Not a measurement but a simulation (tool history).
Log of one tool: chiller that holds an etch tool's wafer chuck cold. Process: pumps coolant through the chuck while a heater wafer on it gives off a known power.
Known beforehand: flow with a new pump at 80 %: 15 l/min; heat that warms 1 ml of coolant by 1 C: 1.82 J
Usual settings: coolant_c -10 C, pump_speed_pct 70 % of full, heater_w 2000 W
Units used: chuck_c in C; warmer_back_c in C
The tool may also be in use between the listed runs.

run    hour  coolant_c  pump_speed_pct  heater_w  chuck_c  warmer_back_c
  1     0.0        -10              70      2000      4.0           5.03
  2   222.7        -10              70      2000      4.1           5.02
  3   362.4        -10              70      2000      4.2           4.98
  4   520.1        -10              70      2000      4.0           4.96
  5   658.8         -2              70      2000     12.0           5.02
  6   858.8         -3              70      2000     10.8           4.93
  7  1001.8        -19              70      2000     -5.0           4.89
  8  1135.1        -19              70      2000     -5.2           4.94
  9  1324.3        -19              70      2000     -5.2           4.89
 10  1507.8        -19              70      2000     -5.0           4.95
 11  1634.3        -19              70      2000     -5.0           4.91
 12  1742.3        -10              76      2000      3.5           4.56
 13  1910.2        -10              76      2000      3.3           4.56
 14  2111.8        -10              76      2000      3.2           4.50
 15  2214.1        -10              70      2000      3.9           4.87
 16  2353.0        -10              61      2000      5.3           5.59
 17  2472.2        -20              94      2611     -5.1           4.76
 18  2588.1        -20              88      2611     -4.4           5.09
 19  2827.6        -20              88      2611     -4.3           5.08
 20  2979.3         -8              70      1633      3.5           3.95
 21  3122.7         -7              68      1083      0.7           2.59
 22  3274.3         -4              70      2000     10.0           4.85
 23  3499.4        -10              73      1770      2.2           4.03
 24  3703.4        -17              62      1421     -6.3           3.88
 25  3883.7        -17              67      1103     -9.1           2.70
 26  4036.3        -19              89      1411    -10.6           2.59
 27  4179.7        -10              78      2000      3.2           4.32
 28  4387.7        -10              78      2000      2.9           4.32
 29  4591.4         -4              86      1902      7.5           3.69
 30  4819.4        -14              70      2000     -0.1           4.80
 31  5025.1        -17              65      1234     -7.9           3.09

Between the runs listed above, the log contained 4 entries, not reproduced here. Where in the sequence does each belong, and how does what the log doesn't record of the tool's condition differ from the listed run before to the listed run after?
Logged between run 2 and run 3: coolant pump overhauled (hour 266.9)
  flow at a given pump speed, % of a new pump's: 99.8 -> 100; drift of the gauge itself on warmer_back_c, C: -0.01 -> -0.02
  the result without the hidden state subtracted from the measured one, warmer_back_c: +0.00 -> -0.02 C
Logged between run 12 and run 13: coolant changed, channels flushed (hour 1858.3)
  heat passed by the chuck's channels, % of clean ones': 99.7 -> 100
  the result without the hidden state subtracted from the measured one, warmer_back_c: -0.08 -> -0.09 C
Logged between run 15 and run 16: chiller's thermometer calibrated (hour 2315.7)
  drift of the gauge itself on warmer_back_c, C: -0.11 -> -0.12
  the result without the hidden state subtracted from the measured one, warmer_back_c: -0.10 -> -0.12 C
Logged between run 29 and run 30: chiller's thermometer calibrated (hour 4611.3)
  drift of the gauge itself on warmer_back_c, C: -0.23 -> -0.24
  the result without the hidden state subtracted from the measured one, warmer_back_c: -0.22 -> -0.24 C

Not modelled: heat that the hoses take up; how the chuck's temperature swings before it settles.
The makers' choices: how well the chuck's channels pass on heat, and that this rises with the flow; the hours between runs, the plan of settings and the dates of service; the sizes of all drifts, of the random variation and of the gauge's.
